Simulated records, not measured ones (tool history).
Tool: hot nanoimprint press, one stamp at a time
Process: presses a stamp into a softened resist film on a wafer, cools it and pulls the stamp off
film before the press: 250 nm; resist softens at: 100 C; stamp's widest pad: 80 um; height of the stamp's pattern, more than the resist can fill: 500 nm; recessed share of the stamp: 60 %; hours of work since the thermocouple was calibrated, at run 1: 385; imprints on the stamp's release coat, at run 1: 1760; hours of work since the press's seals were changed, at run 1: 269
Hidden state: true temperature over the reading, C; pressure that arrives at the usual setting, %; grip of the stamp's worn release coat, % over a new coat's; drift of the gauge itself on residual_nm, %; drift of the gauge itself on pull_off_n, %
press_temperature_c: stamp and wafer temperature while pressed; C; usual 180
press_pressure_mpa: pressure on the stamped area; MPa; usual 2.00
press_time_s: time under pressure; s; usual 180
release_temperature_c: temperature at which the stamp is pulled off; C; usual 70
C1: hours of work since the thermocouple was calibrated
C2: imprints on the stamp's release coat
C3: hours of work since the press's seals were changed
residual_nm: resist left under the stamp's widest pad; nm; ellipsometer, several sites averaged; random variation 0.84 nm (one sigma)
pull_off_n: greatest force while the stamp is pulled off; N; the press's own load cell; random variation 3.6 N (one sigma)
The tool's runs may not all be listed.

run 1 hour=0.0 | press_temperature_c=180 press_pressure_mpa=2.00 press_time_s=180 release_temperature_c=70 | C1=385 C2=1760 C3=269 | residual_nm=136.8 pull_off_n=198
run 2 hour=12.2 | press_temperature_c=183 press_pressure_mpa=2.00 press_time_s=180 release_temperature_c=70 | C1=391 C2=1805 C3=275 | residual_nm=121.4 pull_off_n=191
run 3 hour=24.4 | press_temperature_c=183 press_pressure_mpa=2.00 press_time_s=180 release_temperature_c=70 | C1=397 C2=1850 C3=281 | residual_nm=121.6 pull_off_n=198
run 4 hour=32.8 | press_temperature_c=183 press_pressure_mpa=2.00 press_time_s=180 release_temperature_c=70 | C1=401 C2=1881 C3=285 | residual_nm=122.3 pull_off_n=199
run 5 hour=44.9 | press_temperature_c=183 press_pressure_mpa=2.00 press_time_s=180 release_temperature_c=70 | C1=406 C2=1925 C3=290 | residual_nm=121.0 pull_off_n=191
-- hour=60.4 plate thermocouple calibrated
run 6 hour=60.5 | press_temperature_c=183 press_pressure_mpa=2.00 press_time_s=180 release_temperature_c=70 | C1=0 C2=1971 C3=296 | residual_nm=129.7 pull_off_n=199
run 7 hour=68.7 | press_temperature_c=183 press_pressure_mpa=2.00 press_time_s=180 release_temperature_c=70 | C1=4 C2=2001 C3=300 | residual_nm=127.3 pull_off_n=205
run 8 hour=77.4 | press_temperature_c=183 press_pressure_mpa=2.00 press_time_s=180 release_temperature_c=70 | C1=8 C2=2033 C3=304 | residual_nm=128.3 pull_off_n=200
run 9 hour=86.9 | press_temperature_c=183 press_pressure_mpa=2.00 press_time_s=180 release_temperature_c=70 | C1=13 C2=2068 C3=309 | residual_nm=129.8 pull_off_n=209
run 10 hour=97.5 | press_temperature_c=180 press_pressure_mpa=1.59 press_time_s=106 release_temperature_c=70 | C1=18 C2=2107 C3=314 | residual_nm=176.9 pull_off_n=207
run 11 hour=112.4 | press_temperature_c=180 press_pressure_mpa=2.07 press_time_s=150 release_temperature_c=70 | C1=25 C2=2162 C3=321 | residual_nm=150.0 pull_off_n=209
run 12 hour=123.4 | press_temperature_c=180 press_pressure_mpa=2.00 press_time_s=282 release_temperature_c=70 | C1=30 C2=2202 C3=326 | residual_nm=120.8 pull_off_n=211
-- hour=130.5 stamp cleaned and given a new release coat
run 13 hour=141.1 | press_temperature_c=180 press_pressure_mpa=2.00 press_time_s=282 release_temperature_c=70 | C1=35 C2=39 C3=332 | residual_nm=119.5 pull_off_n=169
run 14 hour=147.4 | press_temperature_c=180 press_pressure_mpa=2.00 press_time_s=241 release_temperature_c=70 | C1=38 C2=62 C3=335 | residual_nm=127.2 pull_off_n=172
run 15 hour=153.7 | press_temperature_c=180 press_pressure_mpa=2.00 press_time_s=241 release_temperature_c=70 | C1=41 C2=86 C3=338 | residual_nm=126.2 pull_off_n=172
run 16 hour=163.6 | press_temperature_c=174 press_pressure_mpa=2.18 press_time_s=180 release_temperature_c=70 | C1=46 C2=122 C3=342 | residual_nm=163.8 pull_off_n=173

5 ways to go on from here, each from the tool as it stands after run 16. What would each give?
run A hour=177.7 | press_temperature_c=178 press_pressure_mpa=2.00 press_time_s=180 release_temperature_c=70 | C1=53 C2=174 C3=349 | residual_nm=? pull_off_n=?
run B hour=177.7 | press_temperature_c=175 press_pressure_mpa=2.00 press_time_s=219 release_temperature_c=65 | C1=53 C2=174 C3=349 | residual_nm=? pull_off_n=?
run C hour=177.7 | press_temperature_c=174 press_pressure_mpa=2.55 press_time_s=276 release_temperature_c=70 | C1=53 C2=174 C3=349 | residual_nm=? pull_off_n=?
run D hour=177.7 | press_temperature_c=174 press_pressure_mpa=3.11 press_time_s=127 release_temperature_c=70 | C1=53 C2=174 C3=349 | residual_nm=? pull_off_n=?
run E hour=177.7 | press_temperature_c=174 press_pressure_mpa=2.74 press_time_s=140 release_temperature_c=72 | C1=53 C2=174 C3=349 | residual_nm=? pull_off_n=?

run=A residual_nm=150.8 pull_off_n=179
run=B residual_nm=155.1 pull_off_n=188
run=C residual_nm=135.7 pull_off_n=167
run=D residual_nm=162.7 pull_off_n=172
run=E residual_nm=165.3 pull_off_n=168
Without the tool's hidden state the same runs would have given:
run=A residual_nm=151.3 pull_off_n=177
run=B residual_nm=155.7 pull_off_n=186
run=C residual_nm=136.0 pull_off_n=165
run=D residual_nm=162.7 pull_off_n=170
run=E residual_nm=165.5 pull_off_n=166
